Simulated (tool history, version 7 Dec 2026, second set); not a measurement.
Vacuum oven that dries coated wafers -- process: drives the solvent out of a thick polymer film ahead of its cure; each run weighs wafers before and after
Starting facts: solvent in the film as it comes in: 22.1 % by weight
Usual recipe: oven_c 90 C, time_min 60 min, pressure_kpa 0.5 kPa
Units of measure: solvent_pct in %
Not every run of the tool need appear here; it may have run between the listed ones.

| run | hour | oven_c | time_min | pressure_kpa | solvent_pct |
|---|---|---|---|---|---|
| 1 | 0 | 90 | 60 | 0.5 | 5.69 |
| 2 | 41.6 | 90 | 60 | 0.5 | 5.6 |
| 3 | 70.7 | 90 | 60 | 1.369 | 6.6 |
| 4 | 121.2 | 90 | 60 | 1.369 | 6.61 |
| 5 | 174.6 | 90 | 30 | 1.369 | 10.67 |
| 6 | 230.6 | 90 | 30 | 1.369 | 10.67 |
| 7 | 268.4 | 90 | 30 | 1.369 | 10.84 |
| 8 | 308 | 90 | 60 | 0.5 | 6.01 |
| 9 | 372.6 | 90 | 47 | 0.5 | 7.37 |
| 10 | 425 | 90 | 60 | 1.636 | 7.08 |
| 11 | 493.7 | 90 | 60 | 0.5 | 5.83 |
| 12 | 536.7 | 104 | 60 | 0.5 | 2 |
| 13 | 595.6 | 82 | 60 | 0.5 | 9.03 |
| 14 | 654.2 | 90 | 79 | 0.5 | 4.49 |
| 15 | 709.4 | 90 | 60 | 0.973 | 6.3 |
|  | 717.4 | vacuum gauge cleaned of residue and calibrated |
| 16 | 740.3 | 90 | 60 | 1.812 | 7.28 |
| 17 | 797.3 | 90 | 60 | 1.812 | 7.57 |
|  | 810 | oven's thermocouples calibrated |
| 18 | 830.6 | 90 | 60 | 1.812 | 6.23 |
| 19 | 860.8 | 90 | 60 | 0.5 | 5.19 |
| 20 | 901.7 | 90 | 60 | 0.5 | 5.07 |
| 21 | 964.5 | 87 | 60 | 0.5 | 6.29 |
| 22 | 1031.4 | 87 | 60 | 0.5 | 6.18 |
| 23 | 1094.8 | 75 | 60 | 0.5 | 10.83 |
|  | 1132.1 | vacuum gauge cleaned of residue and calibrated, once more |
| 24 | 1132.1 | 93 | 60 | 0.311 | 3.61 |
| 25 | 1165.5 | 93 | 60 | 0.311 | 3.49 |
| 26 | 1205.7 | 90 | 60 | 0.5 | 4.59 |
| 27 | 1240.9 | 88 | 42 | 0.519 | 7.63 |
| 28 | 1291.1 | 88 | 42 | 0.493 | 7.63 |
| 29 | 1348.5 | 90 | 31 | 1.821 | 9.76 |
| 30 | 1387.9 | 88 | 98 | 0.412 | 2.69 |
| 31 | 1453.5 | 93 | 60 | 0.5 | 3.86 |
| 32 | 1488.5 | 86 | 36 | 0.508 | 9.43 |
| 33 | 1532.2 | 86 | 36 | 0.508 | 9.4 |
| 34 | 1580.4 | 86 | 36 | 0.508 | 9.37 |
| 35 | 1611.9 | 86 | 36 | 0.508 | 9.36 |
| 36 | 1656.7 | 88 | 36 | 0.5 | 8.66 |
| 37 | 1688.1 | 97 | 71 | 0.841 | 2.31 |
| 38 | 1729.4 | 97 | 71 | 0.841 | 2.46 |
| 39 | 1792.1 | 90 | 54 | 0.5 | 5.56 |
| 40 | 1861.5 | 90 | 49 | 0.5 | 6.21 |
| 41 | 1913 | 92 | 30 | 0.5 | 8.74 |
| 42 | 1963.7 | 90 | 60 | 1.497 | 5.83 |
| 43 | 2026.7 | 105 | 76 | 0.745 | 1.04 |
| 44 | 2079.9 | 105 | 76 | 0.745 | 0.97 |
| 45 | 2126.5 | 85 | 30 | 0.855 | 11.35 |
| 46 | 2160.1 | 85 | 44 | 1.466 | 9.78 |

Predict each of these 5 candidate next runs independently; none follows another, all start after run 46:
| A | 2188.8 | 80 | 65 | 1.55 | ? |
| B | 2188.8 | 75 | 79 | 0.469 | ? |
| C | 2188.8 | 100 | 60 | 0.5 | ? |
| D | 2188.8 | 76 | 44 | 1.096 | ? |
| E | 2188.8 | 90 | 60 | 1.702 | ? |

| run | solvent_pct |
|---|---|
| A | 9.49 |
| B | 8.95 |
| C | 2.17 |
| D | 12.36 |
| E | 6.18 |
With no hidden state in the tool, these same runs would have given:
| run | solvent_pct |
|---|---|
| A | 8.78 |
| B | 8.22 |
| C | 1.77 |
| D | 11.77 |
| E | 5.57 |
